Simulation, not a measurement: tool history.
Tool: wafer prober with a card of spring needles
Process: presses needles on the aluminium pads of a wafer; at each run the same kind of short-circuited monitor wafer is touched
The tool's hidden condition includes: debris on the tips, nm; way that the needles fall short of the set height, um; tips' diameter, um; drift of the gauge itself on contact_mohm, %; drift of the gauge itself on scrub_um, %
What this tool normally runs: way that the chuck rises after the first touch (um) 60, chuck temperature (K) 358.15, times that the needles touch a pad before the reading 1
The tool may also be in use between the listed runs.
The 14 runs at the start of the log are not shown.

run   hour  way that the chuck rises after the first touch (um)  chuck temperature (K)  times that the needles touch a pad before the reading  touches since the tips were cleaned  cleanings since the card got new needles  touches since the first contact's height was set  resistance of one needle with its contact and lead (mohm)  way that a needle slides on the pad (um)
     539.1  -- tips cleaned on abrasive film
 15  551.9                                                   65                 358.15                                                      3                                 2722                                        27                                             13795                                                        308                                     11.55
     567.5  -- tips cleaned on abrasive film
     595.5  -- tips cleaned on abrasive film
 16  599.4                                                   65                 358.15                                                      3                                  835                                        29                                             23801                                                        296                                     11.51
     624.6  -- tips cleaned on abrasive film
 17  637.4                                                   65                 358.15                                                      3                                 2706                                        30                                             31814                                                        306                                     11.51
     655.4  -- tips cleaned on abrasive film
 18  678.8                                                   65                 358.15                                                      3                                 4941                                        31                                             40548                                                        321                                     11.48
     683.6  -- tips cleaned on abrasive film
     711.2  -- tips cleaned on abrasive film
 19  722.4                                                   41                 338.15                                                      3                                 2370                                        33                                             49736                                                        342                                      7.17
     739.7  -- tips cleaned on abrasive film
     770.8  -- tips cleaned on abrasive film
 20  770.9                                                   44                 370.15                                                      3                                   17                                        35                                             59936                                                        309                                      7.71
     799.2  -- tips cleaned on abrasive film
 21  804.6                                                   60                 313.15                                                      1                                 1137                                        36                                             67050                                                        317                                     10.57
     826.7  -- tips cleaned on abrasive film
 22  847.3                                                   60                 313.15                                                      1                                 4353                                        37                                             76058                                                        376                                     10.51

Run 23 comes next. What will it give?
     857.1  -- tips cleaned on abrasive film
 23  882.2                                                   52                 358.15                                                      1                                 5312                                        38                                             83431                                                          ?                                         ?

resistance of one needle with its contact and lead (mohm): 426
way that a needle slides on the pad (um): 9.08
On a tool with no hidden condition, and with the same random variation, this run would have come out at resistance of one needle with its contact and lead (mohm) 290, way that a needle slides on the pad (um) 9.24.
